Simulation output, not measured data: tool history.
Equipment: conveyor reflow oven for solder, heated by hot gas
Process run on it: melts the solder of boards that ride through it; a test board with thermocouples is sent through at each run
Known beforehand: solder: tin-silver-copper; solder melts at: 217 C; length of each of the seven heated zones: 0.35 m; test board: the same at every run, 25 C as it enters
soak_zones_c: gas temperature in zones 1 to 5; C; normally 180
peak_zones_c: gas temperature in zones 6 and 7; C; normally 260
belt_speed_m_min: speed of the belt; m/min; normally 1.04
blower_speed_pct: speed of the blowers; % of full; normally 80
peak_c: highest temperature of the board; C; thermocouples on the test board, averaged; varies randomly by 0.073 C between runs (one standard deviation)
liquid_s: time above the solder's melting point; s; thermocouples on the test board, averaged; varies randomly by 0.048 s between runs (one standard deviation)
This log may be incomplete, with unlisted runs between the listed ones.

run	hour	soak_zones_c	peak_zones_c	belt_speed_m_min	blower_speed_pct	peak_c	liquid_s
1	0.0	180	260	1.04	80	243.56	27.03
2	24.4	180	260	1.04	80	243.53	27.09
3	48.8	180	260	1.04	80	243.39	27.01
4	77.5	180	260	0.96	80	245.88	31.00
5	105.6	190	260	1.04	80	245.52	30.46
6	122.6	190	260	1.04	80	245.56	30.46
7	144.8	190	260	1.04	80	245.58	30.49
8	167.7	190	260	1.04	80	245.52	30.37
9	198.6	180	274	1.04	80	254.80	31.67
10	214.0	180	274	1.04	80	254.79	31.64
11	245.3	180	274	1.04	80	254.75	31.64
12	266.5	169	253	0.97	88	238.74	24.80
13	280.9	174	260	1.04	59	236.81	20.91
14	303.9	174	260	1.04	59	236.69	20.83
15	320.9	180	259	0.94	80	245.56	31.62
16	339.2	180	259	0.94	80	245.44	31.52
17	371.0	180	259	0.94	80	245.36	31.56
18	386.2	180	259	0.94	80	245.38	31.50
19	411.3	180	259	0.94	80	245.49	31.47
20	443.0	180	250	1.04	80	235.04	22.05

For each run, the measured value with the value that run would have given without the tool's hidden condition subtracted. The run-to-run variation is shared by both, the gauge scatter possibly not:
The tool's hidden condition here consists of: heat that the gas passes to the board, % of a clean oven's; belt's true speed, % of the reading; true gas temperature in zones 6 and 7 over the reading, C; drift of the gauge itself on peak_c, C; drift of the gauge itself on liquid_s, %.
run	peak_c	liquid_s
1	+0.35	+0.05
2	+0.33	+0.03
3	+0.30	+0.01
4	+0.38	+0.05
5	+0.33	+0.01
6	+0.32	+0.00
7	+0.30	-0.01
8	+0.28	-0.03
9	+0.02	-0.06
10	+0.01	-0.07
11	-0.03	-0.08
12	+0.15	-0.16
13	-0.01	-0.17
14	-0.04	-0.19
15	+0.21	-0.07
16	+0.20	-0.09
17	+0.17	-0.11
18	+0.15	-0.11
19	+0.13	-0.13
20	+0.01	-0.31
